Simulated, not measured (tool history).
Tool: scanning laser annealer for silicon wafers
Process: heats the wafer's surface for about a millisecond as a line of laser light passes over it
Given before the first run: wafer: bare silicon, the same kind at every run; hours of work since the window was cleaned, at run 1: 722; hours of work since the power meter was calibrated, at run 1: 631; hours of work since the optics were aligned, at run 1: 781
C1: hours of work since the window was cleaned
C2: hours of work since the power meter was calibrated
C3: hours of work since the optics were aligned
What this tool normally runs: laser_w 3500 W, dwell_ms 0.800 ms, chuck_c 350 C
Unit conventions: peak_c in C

{"run": 1, "day": 0.0, "laser_w": 3500, "dwell_ms": 0.8, "chuck_c": 350, "C1": 722, "C2": 631, "C3": 781, "peak_c": 1089}
{"run": 2, "day": 2.442, "laser_w": 3500, "dwell_ms": 0.8, "chuck_c": 350, "C1": 746, "C2": 655, "C3": 805, "peak_c": 1084}
{"run": 3, "day": 4.879, "laser_w": 3500, "dwell_ms": 0.8, "chuck_c": 372, "C1": 770, "C2": 680, "C3": 829, "peak_c": 1111}
{"run": 4, "day": 6.288, "laser_w": 3500, "dwell_ms": 0.8, "chuck_c": 372, "C1": 784, "C2": 694, "C3": 843, "peak_c": 1107}
{"run": 5, "day": 7.942, "laser_w": 3500, "dwell_ms": 0.8, "chuck_c": 372, "C1": 800, "C2": 710, "C3": 860, "peak_c": 1110}
{"run": 6, "day": 9.775, "laser_w": 3500, "dwell_ms": 0.8, "chuck_c": 350, "C1": 819, "C2": 728, "C3": 878, "peak_c": 1086}
{"run": 7, "day": 12.388, "laser_w": 3500, "dwell_ms": 0.8, "chuck_c": 350, "C1": 844, "C2": 754, "C3": 904, "peak_c": 1088}
{"day": 12.846, "done": "window over the wafer cleaned"}
{"run": 8, "day": 15.533, "laser_w": 3500, "dwell_ms": 0.8, "chuck_c": 320, "C1": 27, "C2": 784, "C3": 934, "peak_c": 1058}
{"run": 9, "day": 18.375, "laser_w": 3500, "dwell_ms": 0.8, "chuck_c": 320, "C1": 55, "C2": 813, "C3": 962, "peak_c": 1057}
{"run": 10, "day": 20.812, "laser_w": 3707, "dwell_ms": 0.646, "chuck_c": 381, "C1": 79, "C2": 837, "C3": 987, "peak_c": 1085}
{"run": 11, "day": 23.121, "laser_w": 3504, "dwell_ms": 0.616, "chuck_c": 383, "C1": 102, "C2": 860, "C3": 1010, "peak_c": 1024}
{"run": 12, "day": 26.404, "laser_w": 3271, "dwell_ms": 0.8, "chuck_c": 383, "C1": 135, "C2": 892, "C3": 1042, "peak_c": 1064}
{"run": 13, "day": 28.629, "laser_w": 3500, "dwell_ms": 0.77, "chuck_c": 362, "C1": 157, "C2": 914, "C3": 1064, "peak_c": 1089}
{"run": 14, "day": 31.5, "laser_w": 3500, "dwell_ms": 0.8, "chuck_c": 315, "C1": 185, "C2": 943, "C3": 1093, "peak_c": 1054}
{"day": 32.642, "done": "optics aligned, line set to its width"}
{"run": 15, "day": 34.808, "laser_w": 3500, "dwell_ms": 0.8, "chuck_c": 315, "C1": 216, "C2": 974, "C3": 22, "peak_c": 1053}
{"run": 16, "day": 36.212, "laser_w": 3823, "dwell_ms": 0.89, "chuck_c": 375, "C1": 230, "C2": 988, "C3": 35, "peak_c": 1248}
{"run": 17, "day": 38.408, "laser_w": 3823, "dwell_ms": 0.89, "chuck_c": 375, "C1": 252, "C2": 1009, "C3": 57, "peak_c": 1251}
{"run": 18, "day": 41.208, "laser_w": 3196, "dwell_ms": 0.8, "chuck_c": 315, "C1": 279, "C2": 1037, "C3": 85, "peak_c": 973}

Branching from run 18: 5 alternative next runs. What would each branch give?
{"run": "A", "day": 42.596, "laser_w": 3196, "dwell_ms": 0.922, "chuck_c": 335, "C1": 293, "C2": 1051, "C3": 99, "peak_c": "?"}
{"run": "B", "day": 42.596, "laser_w": 3609, "dwell_ms": 0.594, "chuck_c": 311, "C1": 293, "C2": 1051, "C3": 99, "peak_c": "?"}
{"run": "C", "day": 42.596, "laser_w": 3739, "dwell_ms": 0.8, "chuck_c": 350, "C1": 293, "C2": 1051, "C3": 99, "peak_c": "?"}
{"run": "D", "day": 42.596, "laser_w": 3127, "dwell_ms": 0.572, "chuck_c": 360, "C1": 293, "C2": 1051, "C3": 99, "peak_c": "?"}
{"run": "E", "day": 42.596, "laser_w": 3606, "dwell_ms": 0.8, "chuck_c": 339, "C1": 293, "C2": 1051, "C3": 99, "peak_c": "?"}

run=A peak_c=1049
run=B peak_c=962
run=C peak_c=1152
run=D peak_c=895
run=E peak_c=1102
Stripped of hidden state, with their random variation kept, the same runs would have yielded:
run=A peak_c=1049
run=B peak_c=962
run=C peak_c=1152
run=D peak_c=895
run=E peak_c=1103
